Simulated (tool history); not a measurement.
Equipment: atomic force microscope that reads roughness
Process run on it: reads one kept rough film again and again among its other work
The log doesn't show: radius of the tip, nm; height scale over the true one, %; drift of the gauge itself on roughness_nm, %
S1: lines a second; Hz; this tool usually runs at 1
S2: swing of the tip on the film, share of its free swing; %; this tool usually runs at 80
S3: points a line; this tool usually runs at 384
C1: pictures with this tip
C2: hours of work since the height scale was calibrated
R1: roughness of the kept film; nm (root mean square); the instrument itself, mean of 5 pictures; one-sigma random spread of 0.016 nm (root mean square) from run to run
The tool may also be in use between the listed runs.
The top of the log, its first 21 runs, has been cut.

| run | hour | S1 | S2 | S3 | C1 | C2 | R1 |
|---|---|---|---|---|---|---|---|
| 22 | 185.7 | 1.88 | 63 | 587 | 213 | 304 | 2.775 |
| 23 | 197.3 | 3.02 | 58 | 384 | 231 | 309 | 2.667 |
| 24 | 206.6 | 3.02 | 56 | 943 | 245 | 314 | 2.659 |
| 25 | 214.8 | 0.71 | 80 | 384 | 258 | 318 | 2.597 |
| 26 | 226.3 | 0.71 | 80 | 384 | 276 | 323 | 2.539 |
| 27 | 233.5 | 0.71 | 80 | 384 | 287 | 327 | 2.513 |
|  | 235.6 | height scale calibrated on a step standard |
| 28 | 239.8 | 0.71 | 80 | 384 | 295 | 2 | 2.486 |
| 29 | 247.9 | 0.71 | 80 | 384 | 307 | 6 | 2.443 |

Run 30, settings as shown, results not yet in. Your forecast:
| 30 | 259.6 | 0.97 | 89 | 806 | 325 | 11 | ? |

Run 30 produced R1 2.293 nm (root mean square).
The same run, on a tool lacking any hidden state, would have yielded R1 3.673 nm (root mean square).
